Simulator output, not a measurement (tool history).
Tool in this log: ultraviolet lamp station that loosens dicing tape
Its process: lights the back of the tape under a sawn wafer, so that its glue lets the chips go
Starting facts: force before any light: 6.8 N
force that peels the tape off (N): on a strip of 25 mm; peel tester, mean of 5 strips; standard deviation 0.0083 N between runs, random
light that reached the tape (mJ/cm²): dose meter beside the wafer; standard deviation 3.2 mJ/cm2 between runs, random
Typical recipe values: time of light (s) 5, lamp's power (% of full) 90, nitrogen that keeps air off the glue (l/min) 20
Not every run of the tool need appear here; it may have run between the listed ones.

run,hour,time of light (s),lamp's power (% of full),nitrogen that keeps air off the glue (l/min),force that peels the tape off (N),light that reached the tape (mJ/cm²)
1,0,5,90,20,0.405,464
2,13.8,5,65,20,0.825,330
3,34.7,6,90,20,0.274,550
4,49.4,5,82,20,0.503,418
5,64.4,5,82,20,0.535,410
6,78.1,5,82,20,0.532,411
7,98.8,4,82,20,0.835,322
8,111.7,5,92,20,0.412,454
9,123.8,5,92,20,0.414,454
10,142,6,92,20,0.27,539
11,152.6,6,92,20,0.28,538
12,169.4,3,87,11,1.655,255
13,181.9,3,87,11,1.695,257
14,197.2,5,95,20,0.416,461
15,213.1,5,90,8,0.821,428
16,230,5,90,8,0.825,431
17,241.1,4,64,24,1.338,237
18,260.4,4,64,24,1.286,245
19,273.2,3,89,14,1.553,256
20,293.8,5,79,13,0.853,373
21,310.5,3,75,13,2.026,208

Consider 3 possible next runs. They are alternatives, not a sequence: every one starts from the tool as it was left by run 21. What does each give?
A,322,4,75,13,?,?
B,322,7,86,20,?,?
C,322,3,90,7,?,?

run,force that peels the tape off (N),light that reached the tape (mJ/cm²)
A,1.351,282
B,0.252,561
C,2.125,254
What these runs would have given with no unlogged condition in the tool:
run,force that peels the tape off (N),light that reached the tape (mJ/cm²)
A,1.012,335
B,0.174,668
C,1.709,301

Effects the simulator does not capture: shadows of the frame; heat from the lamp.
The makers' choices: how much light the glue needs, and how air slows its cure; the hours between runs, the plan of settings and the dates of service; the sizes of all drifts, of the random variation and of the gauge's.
